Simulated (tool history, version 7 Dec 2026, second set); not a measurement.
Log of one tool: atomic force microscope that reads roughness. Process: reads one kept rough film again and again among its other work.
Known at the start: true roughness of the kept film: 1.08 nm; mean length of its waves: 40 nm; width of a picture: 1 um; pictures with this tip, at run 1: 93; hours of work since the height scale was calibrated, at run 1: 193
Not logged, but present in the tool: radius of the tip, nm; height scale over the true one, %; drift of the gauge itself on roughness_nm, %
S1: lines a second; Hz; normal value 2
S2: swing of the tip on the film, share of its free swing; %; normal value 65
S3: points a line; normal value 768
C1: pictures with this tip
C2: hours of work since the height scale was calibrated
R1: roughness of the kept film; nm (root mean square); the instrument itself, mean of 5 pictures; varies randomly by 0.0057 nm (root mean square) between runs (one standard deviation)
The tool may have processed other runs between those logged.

| run | hour | S1 | S2 | S3 | C1 | C2 | R1 |
|---|---|---|---|---|---|---|---|
| 1 | 0 | 2 | 65 | 768 | 93 | 193 | 1.023 |
| 2 | 19.4 | 2 | 65 | 768 | 112 | 204 | 1.013 |
|  | 30.3 | new tip fitted |
| 3 | 35.5 | 0.75 | 65 | 768 | 5 | 213 | 1.043 |
| 4 | 50.8 | 0.75 | 65 | 768 | 20 | 222 | 1.051 |
| 5 | 77.4 | 2 | 65 | 768 | 46 | 237 | 1.021 |
| 6 | 97.8 | 2 | 65 | 768 | 66 | 248 | 1.015 |
| 7 | 115.2 | 2 | 65 | 493 | 83 | 258 | 1.011 |
| 8 | 144.5 | 2 | 65 | 493 | 112 | 275 | 1.02 |
|  | 155.7 | new tip fitted |
| 9 | 166.3 | 2 | 65 | 768 | 10 | 287 | 1.019 |
| 10 | 188.5 | 1.15 | 65 | 768 | 32 | 300 | 1.035 |
| 11 | 212.5 | 1.15 | 65 | 840 | 55 | 313 | 1.039 |
| 12 | 235.8 | 2 | 65 | 472 | 78 | 327 | 1.016 |
| 13 | 263 | 2 | 65 | 528 | 105 | 342 | 1.008 |
|  | 281 | new tip fitted |
| 14 | 289.7 | 2 | 65 | 528 | 8 | 357 | 1.023 |
| 15 | 303.6 | 2 | 65 | 768 | 22 | 365 | 1.016 |
| 16 | 329.4 | 2 | 65 | 768 | 47 | 380 | 1.018 |
| 17 | 343.4 | 3.56 | 65 | 768 | 61 | 388 | 0.98 |
| 18 | 373.1 | 3.56 | 65 | 896 | 90 | 404 | 0.989 |
| 19 | 399.8 | 3.56 | 65 | 896 | 116 | 420 | 0.985 |
|  | 407 | new tip fitted |
| 20 | 425.9 | 3.56 | 65 | 896 | 18 | 434 | 0.978 |
| 21 | 445.3 | 3.56 | 65 | 896 | 37 | 445 | 0.986 |
| 22 | 472.4 | 3.56 | 65 | 896 | 63 | 461 | 0.992 |
| 23 | 485.9 | 2 | 66 | 768 | 77 | 468 | 1.024 |
| 24 | 509 | 2 | 66 | 768 | 99 | 481 | 1.022 |
| 25 | 530.3 | 2 | 65 | 555 | 120 | 494 | 1.019 |
|  | 533.3 | new tip fitted |
| 26 | 552.8 | 2 | 82 | 449 | 19 | 506 | 0.949 |
| 27 | 566.2 | 2 | 82 | 449 | 33 | 514 | 0.96 |
| 28 | 589 | 1.34 | 78 | 489 | 55 | 527 | 1.012 |
| 29 | 613.1 | 2 | 85 | 482 | 78 | 540 | 0.93 |
| 30 | 628.6 | 2.46 | 66 | 681 | 93 | 549 | 1.001 |
| 31 | 654.7 | 2.25 | 62 | 407 | 119 | 564 | 1.023 |
|  | 658.7 | new tip fitted |
| 32 | 683.9 | 1.27 | 65 | 768 | 25 | 580 | 1.042 |
| 33 | 698 | 2.13 | 88 | 373 | 39 | 588 | 0.919 |
| 34 | 723 | 0.72 | 65 | 765 | 63 | 603 | 1.04 |
| 35 | 753.1 | 0.72 | 65 | 765 | 93 | 620 | 1.043 |
| 36 | 775 | 2 | 55 | 768 | 114 | 632 | 1.035 |
|  | 784.3 | new tip fitted |
| 37 | 799.7 | 2 | 55 | 768 | 15 | 646 | 1.041 |
| 38 | 820.4 | 2.83 | 65 | 768 | 35 | 658 | 1.003 |
| 39 | 849.3 | 2.83 | 65 | 768 | 63 | 674 | 0.999 |
| 40 | 870.9 | 1.38 | 67 | 552 | 84 | 687 | 1.023 |
| 41 | 896.9 | 0.59 | 61 | 689 | 110 | 701 | 1.045 |
|  | 909.7 | new tip fitted |
| 42 | 924.2 | 0.59 | 61 | 689 | 14 | 717 | 1.04 |
| 43 | 941 | 0.59 | 61 | 689 | 30 | 726 | 1.047 |
| 44 | 959.1 | 0.59 | 61 | 689 | 48 | 737 | 1.043 |
| 45 | 971.3 | 0.59 | 61 | 689 | 60 | 743 | 1.057 |
| 46 | 992.3 | 1.1 | 65 | 768 | 80 | 755 | 1.033 |
| 47 | 1020.8 | 2.3 | 74 | 768 | 108 | 772 | 0.982 |
|  | 1035.5 | new tip fitted |
| 48 | 1036.5 | 2.3 | 74 | 545 | 1 | 780 | 0.989 |
| 49 | 1057.7 | 2.3 | 74 | 545 | 22 | 792 | 0.978 |
| 50 | 1081 | 2.3 | 74 | 545 | 44 | 806 | 0.976 |

Forecast each of these 4 alternatives for the next run:
| A | 1097.4 | 2 | 72 | 768 | 60 | 815 | ? |
| B | 1097.4 | 1.06 | 74 | 410 | 60 | 815 | ? |
| C | 1097.4 | 3.82 | 65 | 768 | 60 | 815 | ? |
| D | 1097.4 | 3.31 | 75 | 635 | 60 | 815 | ? |

| run | R1 |
|---|---|
| A | 0.994 |
| B | 1.023 |
| C | 0.99 |
| D | 0.946 |
Stripped of hidden state, with their random variation kept, the same runs would have yielded:
| run | R1 |
|---|---|
| A | 0.996 |
| B | 1.024 |
| C | 0.992 |
| D | 0.948 |
